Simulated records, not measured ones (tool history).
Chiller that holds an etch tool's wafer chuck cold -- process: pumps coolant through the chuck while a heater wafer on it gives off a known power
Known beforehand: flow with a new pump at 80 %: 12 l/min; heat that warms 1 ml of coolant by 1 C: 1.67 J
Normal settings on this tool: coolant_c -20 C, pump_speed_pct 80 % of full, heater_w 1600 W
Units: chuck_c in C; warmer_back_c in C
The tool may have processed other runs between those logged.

run	hour	coolant_c	pump_speed_pct	heater_w	chuck_c	warmer_back_c
1	0	-20	80	1600	-6.6	4.76
2	40	-20	80	1600	-6.7	4.79
3	87	-20	80	1600	-6.5	4.85
4	118.4	-20	88	1600	-7.8	4.39
5	140.2	-20	88	1600	-7.5	4.37
6	167.4	-20	88	1600	-7.9	4.4
7	196.7	-20	88	1600	-7.7	4.31
8	240.3	-20	79	1600	-6.1	4.95
9	270.5	-26	79	1600	-12.2	4.9
10	310	-26	79	1600	-12.1	4.97
11	358.1	-20	80	1600	-6.4	4.89
12	379.7	-20	86	1600	-7.1	4.51
# hour 384.1: chiller's thermometer calibrated
13	415.3	-20	92	1600	-8	4.21
14	457	-20	92	1600	-7.9	4.18
15	501.9	-20	92	1600	-8	4.2
16	533.9	-20	92	1600	-7.9	4.18
17	578.8	-20	92	1600	-7.9	4.17
# hour 608: chiller's thermometer calibrated, once more
18	619.8	-20	80	1474	-7.5	4.52
19	642.7	-20	80	863	-12.7	2.63
20	688.7	-20	85	2138	-2.5	6.12
21	734.8	-21	85	2138	-3.6	6.05

Run 22, settings as shown, results not yet in. Your forecast:
22	766.7	-21	85	2138	?	?

chuck_c: -3.6 C
warmer_back_c: 6.07 C
Take away the tool's hidden state, keep the run-to-run variation as it was, and the same run would have given chuck_c -5.6 C, warmer_back_c 5.98 C.
